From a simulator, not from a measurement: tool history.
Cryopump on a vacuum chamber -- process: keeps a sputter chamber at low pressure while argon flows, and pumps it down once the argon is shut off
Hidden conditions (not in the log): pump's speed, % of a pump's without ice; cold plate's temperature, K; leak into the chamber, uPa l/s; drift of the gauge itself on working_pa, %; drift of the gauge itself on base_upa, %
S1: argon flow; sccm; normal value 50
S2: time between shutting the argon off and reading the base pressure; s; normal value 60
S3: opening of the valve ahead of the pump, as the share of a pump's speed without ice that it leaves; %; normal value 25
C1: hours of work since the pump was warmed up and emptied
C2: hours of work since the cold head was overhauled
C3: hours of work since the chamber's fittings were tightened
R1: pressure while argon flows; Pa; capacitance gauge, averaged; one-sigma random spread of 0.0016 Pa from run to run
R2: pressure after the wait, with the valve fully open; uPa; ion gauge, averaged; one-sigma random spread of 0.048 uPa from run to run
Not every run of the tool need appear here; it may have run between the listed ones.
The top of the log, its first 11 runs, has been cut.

run	hour	S1	S2	S3	C1	C2	C3	R1	R2
12	133.7	50	161	25	405	405	2391	0.3735	1.73
13	140.6	50	161	25	409	409	2395	0.3737	1.79
14	155.8	50	161	25	418	418	2403	0.3728	1.79
15	169.9	50	60	25	426	426	2411	0.3742	3.34
16	185	50	60	25	434	434	2420	0.3752	3.33
17	197.8	50	60	25	441	441	2427	0.3747	3.43
18	205.7	50	60	25	446	446	2431	0.3757	3.37
19	219.1	84	24	19	453	453	2439	0.8228	7.02
20	229.2	76	24	19	459	459	2444	0.7451	7.28
21	240.7	76	24	19	465	465	2451	0.7517	7.05
22	254.7	76	24	19	473	473	2459	0.74	7.19
23	266.8	50	86	28	480	480	2465	0.3362	2.6
24	282.5	75	25	36	489	489	2474	0.3967	7.19
25	294.3	75	72	36	495	495	2481	0.3922	2.99
26	305.8	50	29	54	502	502	2487	0.1773	6
27	318.1	21	25	58	509	509	2494	0.0694	7.04
28	324.6	21	25	58	512	512	2498	0.0698	6.82
29	332.5	21	25	58	517	517	2502	0.0691	7.02
30	347.9	21	25	58	525	525	2511	0.0697	6.86
31	359.2	21	25	58	532	532	2517	0.0707	7.01
32	372.2	52	24	25	539	539	2524	0.3888	7.14
33	384.9	52	24	25	546	546	2532	0.3899	7.41
34	395.2	42	22	57	552	552	2537	0.142	7.69

3 ways to go on from here, each from the tool as it stands after run 34. What would each give?
A	405.7	48	48	38	558	558	2543	?	?
B	405.7	65	267	17	558	558	2543	?	?
C	405.7	50	22	22	558	558	2543	?	?

run	R1	R2
A	0.2386	4.01
B	0.7111	1.4
C	0.4269	7.83
Take away the tool's hidden state, keep each run's random variation, and the runs would have read:
run	R1	R2
A	0.2301	3.49
B	0.6995	0.89
C	0.4179	7.31
